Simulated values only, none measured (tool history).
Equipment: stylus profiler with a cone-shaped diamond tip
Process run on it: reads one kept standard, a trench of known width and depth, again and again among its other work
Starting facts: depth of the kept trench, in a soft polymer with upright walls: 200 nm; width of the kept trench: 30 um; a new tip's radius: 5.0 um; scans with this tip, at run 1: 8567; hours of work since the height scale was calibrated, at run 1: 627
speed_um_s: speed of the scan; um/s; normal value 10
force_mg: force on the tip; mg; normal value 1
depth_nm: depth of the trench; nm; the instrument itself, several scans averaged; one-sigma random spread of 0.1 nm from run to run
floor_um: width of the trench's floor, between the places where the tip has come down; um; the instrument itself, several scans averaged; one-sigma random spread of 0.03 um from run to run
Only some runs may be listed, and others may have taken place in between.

run,hour,speed_um_s,force_mg,scans with this tip,hours of work since the height scale was calibrated,depth_nm,floor_um
1,0,10,1,8567,627,201.47,27.15
2,85.8,10,1,9244,677,201.6,27.15
3,139.9,10,1,9670,708,201.54,27.12
4,228,10,1,10364,759,201.36,27.13
5,315.1,10,1,11051,809,201.44,27.11
6,382.9,4,1,11585,848,201.46,27.16
7,482.1,4,1,12367,906,201.26,27.23
8,543.1,4,1,12848,941,201.67,27.14
9,627.1,10,1,13510,989,201.49,27.08
10,724.9,10,1,14281,1046,201.51,27.1
11,841.6,10,1,15201,1113,201.49,27.12
12,921.5,12,1,15830,1159,201.52,27.1
13,985.7,12,1,16336,1196,201.65,27.14
14,1106,3,1,17285,1266,201.36,27.17
15,1186,3,1,17915,1312,201.47,27.12
16,1278.4,10,1,18644,1365,201.48,27.15
17,1374.6,10,1,19402,1421,201.57,27.16
18,1444.6,10,1,19954,1461,201.52,27.12
19,1554.7,10,0.89,20822,1525,201.57,27.06
20,1645.9,10,0.89,21541,1577,201.44,27.07
21,1765.8,10,1,22486,1647,201.48,27.09
22,1855.4,10,1,23192,1698,201.62,27.16
23,1976.7,10,1,24148,1768,201.43,27.08
24,2091.7,7,1.26,25054,1835,201.77,27.13
25,2176.7,7,1.26,25724,1884,201.82,27.13
26,2246.5,7,1.26,26275,1924,201.7,27.15
27,2362.1,8,2.05,27186,1991,202.31,27.14
28,2421.8,3,0.66,27657,2025,201.23,27.12
29,2508,3,0.66,28336,2075,201.19,27.21
30,2599.8,28,0.66,29059,2128,201.15,26.94
31,2699.3,7,0.36,29844,2185,200.88,27.1
32,2817.8,7,1.5,30778,2254,201.99,27.15
33,2905.8,30,1.46,31472,2305,201.99,27.05
# hour 3011.3: height scale calibrated on a step standard
34,3021.3,7,0.46,32378,6,200.9,27.14
35,3121.3,11,1.92,33166,64,202.22,27.11
36,3178.8,5,1.18,33620,97,201.66,27.09
37,3295.1,21,0.97,34536,164,201.56,27.05
38,3402.5,10,1.06,35383,226,201.56,27.11
39,3486.2,10,1.06,36042,274,201.46,27.09
40,3592,8,2.19,36877,335,202.49,27.13
# hour 3694.3: new tip fitted, height scale calibrated
41,3694.7,15,0.46,4,0,200.82,27.06
42,3792.8,24,0.79,777,57,201.32,27.02
43,3881.1,3,0.35,1473,108,200.7,27.17
44,3993.9,14,0.35,2362,173,200.66,27.03
45,4105.6,14,0.76,3243,237,201.19,27.15
46,4218,14,0.76,4129,302,201.27,27.09

Branching from run 46: 4 alternative next runs. What would each branch give?
A,4319.2,16,0.7,4926,361,?,?
B,4319.2,11,1.17,4926,361,?,?
C,4319.2,5,1,4926,361,?,?
D,4319.2,18,0.41,4926,361,?,?

run,depth_nm,floor_um
A,201.26,27.14
B,201.63,27.13
C,201.49,27.25
D,200.88,27.02
With no hidden state in the tool, these same runs would have given:
run,depth_nm,floor_um
A,201.26,27.14
B,201.63,27.13
C,201.49,27.26
D,200.88,27.02
